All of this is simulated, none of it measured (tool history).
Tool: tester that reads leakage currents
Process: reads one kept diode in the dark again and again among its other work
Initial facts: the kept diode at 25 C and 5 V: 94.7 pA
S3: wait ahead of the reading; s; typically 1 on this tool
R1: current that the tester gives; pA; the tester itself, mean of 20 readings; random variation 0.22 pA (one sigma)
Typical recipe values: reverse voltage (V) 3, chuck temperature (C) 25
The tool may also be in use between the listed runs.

Run 1, day 0: usual settings. Result: R1 69.82 pA.
Run 2, day 5.033: usual settings but reverse voltage (V) 3.24. Result: R1 73.61 pA.
Run 3, day 13.867: usual settings. Result: R1 71.09 pA.
Run 4, day 21.425: usual settings. Result: R1 72.05 pA.
Run 5, day 26.996: usual settings but chuck temperature (C) 34. Result: R1 155.25 pA.
Run 6, day 33.867: usual settings but chuck temperature (C) 34. Result: R1 155.89 pA.
Run 7, day 40.042: usual settings but chuck temperature (C) 34. Result: R1 157.84 pA.
Run 8, day 49.671: usual settings but chuck temperature (C) 34. Result: R1 159.4 pA.
Run 9, day 53.983: usual settings but chuck temperature (C) 34. Result: R1 158.65 pA.
At day 55.021: tester calibrated.
Run 10, day 61.054: usual settings but chuck temperature (C) 34. Result: R1 159.99 pA.
Run 11, day 65.692: usual settings but chuck temperature (C) 34. Result: R1 160.67 pA.
Run 12, day 70.971: usual settings but chuck temperature (C) 43. Result: R1 330.03 pA.
Run 13, day 77.429: usual settings but chuck temperature (C) 43. Result: R1 330.43 pA.
Run 14, day 87.362: usual settings but chuck temperature (C) 43. Result: R1 333.91 pA.
Run 15, day 96.462: usual settings but chuck temperature (C) 43. Result: R1 338.63 pA.
At day 99.162: probe card cleaned and baked.
Run 16, day 104.704: usual settings. Result: R1 75.79 pA.
Run 17, day 111.888: usual settings. Result: R1 76.2 pA.
At day 117.417: tester calibrated, once more.
Run 18, day 117.621: usual settings. Result: R1 78.37 pA.
At day 124.508: chuck's temperature calibrated.
Run 19, day 127.95: usual settings. Result: R1 73.38 pA.
Run 20, day 137.817: usual settings but chuck temperature (C) 40. Result: R1 258.27 pA.
Run 21, day 143.258: usual settings but chuck temperature (C) 46. Result: R1 414.41 pA.
Run 22, day 151.879: usual settings but chuck temperature (C) 46. Result: R1 416.91 pA.
Run 23, day 161.896: usual settings but chuck temperature (C) 46. Result: R1 419.13 pA.
Run 24, day 168.992: usual settings but chuck temperature (C) 46. Result: R1 423.65 pA.
Run 25, day 174.708: usual settings but reverse voltage (V) 14.32, chuck temperature (C) 42, S3 0.56 s. Result: R1 784.21 pA.
Run 26, day 179.912: usual settings but reverse voltage (V) 14.32, chuck temperature (C) 42, S3 0.56 s. Result: R1 779.73 pA.
Run 27, day 186.642: usual settings but reverse voltage (V) 11.65, chuck temperature (C) 32, S3 2.63 s. Result: R1 317.86 pA.
Run 28, day 192.688: usual settings but reverse voltage (V) 11.65, chuck temperature (C) 32, S3 2.63 s. Result: R1 321.43 pA.
At day 198.896: probe card cleaned and baked.
Run 29, day 202.483: usual settings but reverse voltage (V) 9.21. Result: R1 147.33 pA.
Run 30, day 209.275: usual settings but S3 4 s. Result: R1 76.87 pA.
Run 31, day 215.288: usual settings but reverse voltage (V) 2.26, S3 4 s. Result: R1 65.62 pA.
Run 32, day 225.225: usual settings but reverse voltage (V) 2.26, S3 4 s. Result: R1 66.61 pA.
Run 33, day 233.288: usual settings but reverse voltage (V) 2.26, S3 4 s. Result: R1 67.25 pA.
Run 34, day 240.846: usual settings but reverse voltage (V) 2.49, S3 5.59 s. Result: R1 72.04 pA.
Run 35, day 246.454: usual settings but reverse voltage (V) 1.59, S3 4.33 s. Result: R1 55.73 pA.
At day 249.871: chuck's temperature calibrated.
Run 36, day 252.792: usual settings but reverse voltage (V) 7.2, chuck temperature (C) 47, S3 2.83 s. Result: R1 722.64 pA.
Run 37, day 261.567: usual settings but reverse voltage (V) 7.2, chuck temperature (C) 47, S3 2.83 s. Result: R1 727.42 pA.
Run 38, day 267.517: usual settings but reverse voltage (V) 7.2, chuck temperature (C) 47, S3 2.15 s. Result: R1 727.64 pA.
Run 39, day 272.896: usual settings but reverse voltage (V) 1.14, chuck temperature (C) 46, S3 4.55 s. Result: R1 233.79 pA.
Run 40, day 279.1: usual settings but reverse voltage (V) 2.56, S3 0.81 s. Result: R1 69.77 pA.

Branching from run 40: 3 alternative next runs. What would each branch give?
Run A, day 287.5: usual settings but reverse voltage (V) 1.45, chuck temperature (C) 36, S3 2.8 s. Result: R1 ?.
Run B, day 287.5: usual settings but reverse voltage (V) 2.6, chuck temperature (C) 49, S3 1.7 s. Result: R1 ?.
Run C, day 287.5: usual settings but reverse voltage (V) 2.56, chuck temperature (C) 35, S3 0.87 s. Result: R1 ?.

run      R1
  A  123.79
  B  479.74
  C  159.65
What these runs would have given with no unlogged condition in the tool:
run      R1
  A   119.3
  B  468.38
  C  152.72
